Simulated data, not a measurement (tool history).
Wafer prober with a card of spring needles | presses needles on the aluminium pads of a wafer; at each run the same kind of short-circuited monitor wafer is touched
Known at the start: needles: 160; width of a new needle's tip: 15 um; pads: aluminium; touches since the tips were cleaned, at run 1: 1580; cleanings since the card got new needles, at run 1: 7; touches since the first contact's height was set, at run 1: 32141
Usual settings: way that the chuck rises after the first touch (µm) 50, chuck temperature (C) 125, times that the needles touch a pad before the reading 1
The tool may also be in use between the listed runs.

run    hour  way that the chuck rises after the first touch (µm)  chuck temperature (C)  times that the needles touch a pad before the reading  touches since the tips were cleaned  cleanings since the card got new needles  touches since the first contact's height was set  resistance of one needle with its contact and lead (mohm)  way that a needle slides on the pad (µm)
  1       0                                                   50                    125                                                      1                                 1580                                         7                                             32141                                                        232                                      7.29
       12.4  -- tips cleaned on abrasive film
       30.9  -- tips cleaned on abrasive film
       50.8  -- tips cleaned on abrasive film
  2    58.1                                                   50                    125                                                      1                                 1550                                        10                                             44514                                                        236                                      7.23
       69.8  -- tips cleaned on abrasive film
       88.9  -- tips cleaned on abrasive film
  3    96.4                                                   50                    125                                                      1                                 1589                                        12                                             52678                                                        233                                      7.27
      106.5  -- tips cleaned on abrasive film
      126.3  -- tips cleaned on abrasive film
  4   131.1                                                   50                    125                                                      1                                 1024                                        14                                             60079                                                        229                                      7.28
      145.2  -- tips cleaned on abrasive film
      162.3  -- tips cleaned on abrasive film
  5   177.2                                                   50                    125                                                      1                                 3202                                        16                                             69909                                                        235                                      7.32
      181.4  -- tips cleaned on abrasive film
      198.4  -- tips cleaned on abrasive film
      217.9  -- tips cleaned on abrasive film
      236.3  -- tips cleaned on abrasive film
  6   236.3                                                   50                    125                                                      1                                    0                                        20                                             82484                                                        229                                      7.26
      253.1  -- tips cleaned on abrasive film
  7   264.5                                                   50                    125                                                      1                                 2459                                        21                                             88513                                                        231                                      7.24
      272.8  -- tips cleaned on abrasive film
      291.7  -- tips cleaned on abrasive film
  8   293.9                                                   50                    125                                                      1                                  466                                        23                                             94765                                                        234                                      7.28
      310.4  -- tips cleaned on abrasive film
      328.2  -- tips cleaned on abrasive film
      347.3  -- tips cleaned on abrasive film
  9   353.2                                                   50                     50                                                      1                                 1259                                        26                                            107394                                                        213                                      7.26
      367.8  -- tips cleaned on abrasive film
      387.8  -- tips cleaned on abrasive film
      406.9  -- tips cleaned on abrasive film
 10   410.3                                                   50                     50                                                      1                                  740                                        29                                            119578                                                        214                                      7.23
      424.2  -- tips cleaned on abrasive film
      440.8  -- tips cleaned on abrasive film
 11   448.8                                                   50                    125                                                      1                                 1706                                        31                                            127769                                                        231                                      7.28
      461.2  -- tips cleaned on abrasive film
      479.3  -- tips cleaned on abrasive film
      498.5  -- tips cleaned on abrasive film
 12   512.8                                                   50                    125                                                      1                                 3059                                        34                                            141422                                                        231                                      7.32
        517  -- tips cleaned on abrasive film
      536.3  -- tips cleaned on abrasive film
 13   541.6                                                   48                    125                                                      1                                 1133                                        36                                            147544                                                        235                                      6.95
        554  -- tips cleaned on abrasive film
 14   568.4                                                   50                    125                                                      1                                 3099                                        37                                            153273                                                        230                                       7.2
      572.6  -- tips cleaned on abrasive film
      589.6  -- tips cleaned on abrasive film
      609.8  -- tips cleaned on abrasive film
 15   614.4                                                   50                    125                                                      1                                  991                                        40                                            163056                                                        231                                      7.23
      629.3  -- tips cleaned on abrasive film
      647.3  -- tips cleaned on abrasive film
 16   647.3                                                   52                     28                                                      1                                    0                                        42                                            170062                                                        210                                      7.59
      651.7  -- height of the first contact set anew
      666.8  -- tips cleaned on abrasive film
        686  -- tips cleaned on abrasive film
 17     702                                                   52                     28                                                      1                                 3426                                        44                                             10738                                                        208                                       7.6
      704.9  -- tips cleaned on abrasive film
      723.5  -- tips cleaned on abrasive film
 18   736.6                                                   52                     28                                                      1                                 2823                                        46                                             18113                                                        206                                      7.57
      742.2  -- tips cleaned on abrasive film
      760.5  -- tips cleaned on abrasive film
      778.6  -- tips cleaned on abrasive film
 19   780.7                                                   66                     90                                                      1                                  437                                        49                                             27481                                                        223                                      9.59
      796.6  -- tips cleaned on abrasive film
      813.7  -- tips cleaned on abrasive film
        833  -- tips cleaned on abrasive film
 20   844.1                                                   33                     58                                                      1                                 2387                                        52                                             41006                                                        220                                      4.77
        852  -- tips cleaned on abrasive film
      870.1  -- tips cleaned on abrasive film
      888.5  -- tips cleaned on abrasive film
 21   888.6                                                   30                     58                                                      1                                   23                                        55                                             50487                                                        222                                      4.33
      905.1  -- tips cleaned on abrasive film
 22   915.4                                                   51                     48                                                      2                                 2204                                        56                                             56189                                                        212                                      7.41
      922.5  -- tips cleaned on abrasive film
        939  -- tips cleaned on abrasive film
        957  -- tips cleaned on abrasive film
 23   967.2                                                   50                     71                                                      3                                 2186                                        59                                             67228                                                        222                                      7.25
      975.5  -- tips cleaned on abrasive film
      993.5  -- tips cleaned on abrasive film
     1011.1  -- tips cleaned on abrasive film
 24  1014.5                                                   32                     99                                                      1                                  726                                        62                                             77295                                                        228                                      4.65
     1029.2  -- tips cleaned on abrasive film
     1048.9  -- tips cleaned on abrasive film
       1068  -- tips cleaned on abrasive film
 25    1068                                                   50                    115                                                      2                                    0                                        65                                             88704                                                        228                                      7.25
     1086.6  -- tips cleaned on abrasive film
 26  1102.7                                                   54                     74                                                      2                                 3443                                        66                                             96108                                                        217                                      7.86
     1106.6  -- tips cleaned on abrasive film
       1126  -- tips cleaned on abrasive film
     1143.3  -- tips cleaned on abrasive film
 27  1143.3                                                   54                     74                                                      2                                    0                                        69                                            104735                                                        221                                      7.82
     1162.2  -- tips cleaned on abrasive film
 28  1175.9                                                   52                     25                                                      1                                 2943                                        70                                            111708                                                        210                                      7.55

Forecast each of these 5 alternatives for the next run:
     1180.1  -- tips cleaned on abrasive film
       1199  -- tips cleaned on abrasive film
     1216.8  -- tips cleaned on abrasive film
     1234.8  -- tips cleaned on abrasive film
  A  1234.8                                                   52                     49                                                      2                                    0                                        74                                            124230                                                          ?                                         ?
     1180.1  -- tips cleaned on abrasive film
       1199  -- tips cleaned on abrasive film
     1216.8  -- tips cleaned on abrasive film
     1234.8  -- tips cleaned on abrasive film
  B  1234.8                                                   64                     45                                                      3                                    0                                        74                                            124230                                                          ?                                         ?
     1180.1  -- tips cleaned on abrasive film
       1199  -- tips cleaned on abrasive film
     1216.8  -- tips cleaned on abrasive film
     1234.8  -- tips cleaned on abrasive film
  C  1234.8                                                   50                     50                                                      1                                    0                                        74                                            124230                                                          ?                                         ?
     1180.1  -- tips cleaned on abrasive film
       1199  -- tips cleaned on abrasive film
     1216.8  -- tips cleaned on abrasive film
     1234.8  -- tips cleaned on abrasive film
  D  1234.8                                                   32                    110                                                      2                                    0                                        74                                            124230                                                          ?                                         ?
     1180.1  -- tips cleaned on abrasive film
       1199  -- tips cleaned on abrasive film
     1216.8  -- tips cleaned on abrasive film
     1234.8  -- tips cleaned on abrasive film
  E  1234.8                                                   56                    125                                                      1                                    0                                        74                                            124230                                                          ?                                         ?

run  resistance of one needle with its contact and lead (mohm)  way that a needle slides on the pad (µm)
  A                                                        216                                      7.49
  B                                                        212                                      9.33
  C                                                        218                                      7.26
  D                                                        232                                      4.65
  E                                                        230                                      8.13
Without the tool's hidden state the same runs would have given:
run  resistance of one needle with its contact and lead (mohm)  way that a needle slides on the pad (µm)
  A                                                        216                                       7.5
  B                                                        212                                      9.33
  C                                                        218                                      7.27
  D                                                        232                                      4.65
  E                                                        230                                      8.13
